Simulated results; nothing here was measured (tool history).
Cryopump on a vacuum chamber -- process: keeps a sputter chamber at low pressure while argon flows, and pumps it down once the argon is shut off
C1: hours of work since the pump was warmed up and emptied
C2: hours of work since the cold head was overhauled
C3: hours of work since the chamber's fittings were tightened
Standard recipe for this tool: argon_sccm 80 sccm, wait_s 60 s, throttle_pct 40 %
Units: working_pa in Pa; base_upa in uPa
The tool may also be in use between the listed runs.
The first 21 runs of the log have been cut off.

At hour 1381.6: leaking fittings of the chamber tightened, without venting.
Run 22, hour 1421.2: usual settings but argon_sccm 150 sccm, throttle_pct 50 %; C1 407; C2 1501; C3 32. Result: working_pa 0.547 Pa, base_upa 1 uPa.
Run 23, hour 1506.5: usual settings but argon_sccm 55 sccm, wait_s 23 s; C1 475; C2 1569; C3 100. Result: working_pa 0.2507 Pa, base_upa 2.08 uPa.
Run 24, hour 1563.3: usual settings but argon_sccm 149 sccm, wait_s 76 s, throttle_pct 26 %; C1 521; C2 1615; C3 146. Result: working_pa 1.0193 Pa, base_upa 1.36 uPa.
At hour 1604.4: pump warmed up, emptied and cooled again.
Run 25, hour 1615.5: usual settings but argon_sccm 149 sccm, wait_s 76 s, throttle_pct 26 %; C1 9; C2 1653; C3 184. Result: working_pa 0.9419 Pa, base_upa 1.24 uPa.
Run 26, hour 1696.4: usual settings but argon_sccm 149 sccm, wait_s 76 s, throttle_pct 26 %; C1 74; C2 1718; C3 249. Result: working_pa 0.9488 Pa, base_upa 1.44 uPa.
Run 27, hour 1759.6: usual settings but argon_sccm 64 sccm, wait_s 29 s, throttle_pct 38 %; C1 125; C2 1769; C3 300. Result: working_pa 0.2828 Pa, base_upa 2.21 uPa.
Run 28, hour 1843.6: usual settings but argon_sccm 109 sccm, wait_s 48 s; C1 192; C2 1836; C3 367. Result: working_pa 0.4645 Pa, base_upa 2.06 uPa.
Run 29, hour 1907.5: usual settings but argon_sccm 109 sccm, wait_s 48 s; C1 244; C2 1888; C3 419. Result: working_pa 0.472 Pa, base_upa 2.31 uPa.
Run 30, hour 1965.4: usual settings but argon_sccm 61 sccm, wait_s 72 s, throttle_pct 30 %; C1 290; C2 1934; C3 465. Result: working_pa 0.35 Pa, base_upa 2.29 uPa.
Run 31, hour 2005.6: usual settings but argon_sccm 61 sccm, wait_s 72 s, throttle_pct 30 %; C1 322; C2 1966; C3 497. Result: working_pa 0.3503 Pa, base_upa 2.5 uPa.
Run 32, hour 2077.1: usual settings but argon_sccm 36 sccm, wait_s 79 s, throttle_pct 16 %; C1 380; C2 2024; C3 555. Result: working_pa 0.3825 Pa, base_upa 2.63 uPa.
Run 33, hour 2137: usual settings but argon_sccm 36 sccm, wait_s 79 s, throttle_pct 16 %; C1 428; C2 2072; C3 603. Result: working_pa 0.3856 Pa, base_upa 2.89 uPa.

Forecast each of these 3 alternatives for the next run:
Run A, hour 2197.8: usual settings but argon_sccm 113 sccm, wait_s 40 s, throttle_pct 24 %; C1 477; C2 2121; C3 652. Result: working_pa ?, base_upa ?.
Run B, hour 2197.8: usual settings but argon_sccm 36 sccm, wait_s 45 s, throttle_pct 16 %; C1 477; C2 2121; C3 652. Result: working_pa ?, base_upa ?.
Run C, hour 2197.8: usual settings but argon_sccm 50 sccm, wait_s 254 s, throttle_pct 27 %; C1 477; C2 2121; C3 652. Result: working_pa ?, base_upa ?.

run  working_pa  base_upa
  A      0.8321      3.53
  B       0.386      3.38
  C      0.3266      2.85
With the hidden condition removed and each run's random variation left untouched, the same runs would have given:
run  working_pa  base_upa
  A      0.7769      1.05
  B      0.3685      0.93
  C      0.3024      0.42
